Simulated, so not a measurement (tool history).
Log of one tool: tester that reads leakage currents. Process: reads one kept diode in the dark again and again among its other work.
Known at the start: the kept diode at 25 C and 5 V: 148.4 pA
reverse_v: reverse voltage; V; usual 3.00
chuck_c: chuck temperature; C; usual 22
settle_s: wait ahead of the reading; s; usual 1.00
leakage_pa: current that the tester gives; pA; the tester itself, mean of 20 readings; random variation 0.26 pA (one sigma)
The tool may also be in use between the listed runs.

run,hour,reverse_v,chuck_c,settle_s,leakage_pa
1,0.0,3.00,22,1.00,90.13
2,31.0,3.00,22,1.00,90.04
3,62.3,3.00,24,1.00,106.20
4,82.9,3.00,24,1.00,106.39
5,110.2,2.63,22,1.00,83.11
6,139.0,12.23,22,1.00,215.17
7,174.0,3.00,22,1.12,90.95
8,202.0,3.00,22,1.00,90.71
9,236.7,3.00,22,1.00,91.02
10,263.4,3.00,22,1.00,91.33
11,299.6,3.00,22,1.00,90.69
12,332.3,1.11,22,1.00,49.76
13,365.6,15.91,22,1.00,255.92
14,398.3,15.91,22,1.00,254.78
15,426.1,15.91,22,1.00,257.25
16,462.1,15.91,22,1.00,256.19
17,498.9,3.00,22,1.00,91.68
18,519.7,3.00,22,1.00,92.23
19,546.5,3.00,27,1.00,137.80
20,562.8,3.00,27,1.00,138.72
21,581.5,3.00,27,1.00,138.14
22,608.9,2.97,27,1.09,137.47
23,643.9,2.97,27,1.09,137.27
24,661.5,2.97,27,1.09,137.39
25,697.5,2.97,38,2.89,321.56
26,719.2,2.97,38,2.89,322.21
27,737.7,3.32,24,0.37,116.56
28,764.6,3.32,24,3.22,115.39
29,794.3,3.00,28,1.00,150.53
30,813.0,3.00,28,1.00,149.64
31,843.1,1.07,35,3.17,139.66
32,878.7,1.07,28,5.37,80.39
33,906.3,1.07,28,5.37,80.52
34,942.1,3.87,27,0.75,162.92
35,972.0,9.77,32,1.00,423.86
36,987.7,10.85,54,8.35,2247.76
37,1007.1,10.85,54,8.35,2241.80
38,1022.6,3.23,29,1.00,171.05
39,1045.7,4.42,51,1.00,1065.49
40,1083.9,4.42,51,1.00,1068.58

Some steps in leakage_pa between neighbouring runs. How much of each would the tool show without its hidden state too (settings, what came in, random variation), and how much is left for the hidden state, with any gauge scatter that isn't in both results?
The hidden state here: stray current of the dirty probe card, pA a volt; current scale over the true one, %; true chuck temperature over the reading, C; drift of the gauge itself on leakage_pa, %.
Run 35 -> 36: reverse_v 9.77 -> 10.85, chuck_c 32 -> 54, settle_s 1.00 -> 8.35. leakage_pa +1823.90 pA: hidden state +75.39, all else +1748.51.
Run 37 -> 38: reverse_v 10.85 -> 3.23, chuck_c 54 -> 29, settle_s 8.35 -> 1.00. leakage_pa -2070.75 pA: hidden state -94.06, all else -1976.69.
Run 38 -> 39: reverse_v 3.23 -> 4.42, chuck_c 29 -> 51. leakage_pa +894.44 pA: hidden state +39.60, all else +854.84.
